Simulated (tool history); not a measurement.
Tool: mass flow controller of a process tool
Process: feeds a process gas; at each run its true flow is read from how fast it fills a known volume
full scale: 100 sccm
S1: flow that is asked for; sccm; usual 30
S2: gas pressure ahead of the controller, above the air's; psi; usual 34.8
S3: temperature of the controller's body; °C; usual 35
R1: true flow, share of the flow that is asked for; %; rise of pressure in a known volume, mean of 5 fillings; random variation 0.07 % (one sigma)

run    hour  S1    S2  S3     R1
  1       0  30  34.8  35  97.84
  2   364.1  30  34.8  35  97.59
  3   675.4  30  34.8  35  97.57
  4   923.8  21  34.8  35  97.07
  5  1182.2  21  34.8  35  97.07
  6  1535.2  21  34.8  35  96.79
  7  1857.4  30  26.7  35  96.95
  8  2229.3  30  26.7  35   96.8
  9  2401.8  30  26.7  35  96.88
 10  2589.3  30  26.7  35  96.73
 11  2844.5  30  26.7  35  96.73
 12  3275.3  30  26.7  35   96.6
 13  3557.3  30  26.7  35  96.54
 14  3778.6  44  34.8  35   97.4
 15    4150  44  34.8  35  97.43
     4172.7  -- controller's zero set anew
 16  4345.5  44  34.8  35     97
 17    4650  44  34.8  35  96.81
 18  4906.1  20    27  20  95.34
     4961.3  -- controller's zero set anew, once more
 19  5196.5  30    31  35   97.7
 20  5413.6  30  26.8  21  98.36
 21  5616.7  10  32.9  35   96.8
 22  6030.5  10  32.9  35  96.62
 23  6204.7  10  24.9  38  95.97
 24  6416.8  11  34.8  22  97.39
 25  6656.5  15  27.3  36  96.44
 26  6999.3  23  39.5  21   98.4
 27  7424.5  23  39.5  31  97.56
 28  7600.9  62  34.8  33  98.31
 29  7985.4  65  25.5  26  98.35
 30    8193  30  22.3  35  96.78
 31  8623.9  47    31  28  98.01

Forecast each of these 4 alternatives for the next run:
  A  8833.5  71  34.8  27   ?
  B  8833.5  47    31  25   ?
  C  8833.5  30  33.4  35   ?
  D  8833.5  17  31.6  33   ?

run     R1
  A  98.79
  B  98.12
  C  97.01
  D  96.27
Without the tool's hidden state the same runs would have given:
run     R1
  A  99.76
  B  99.26
  C  98.45
  D  98.34
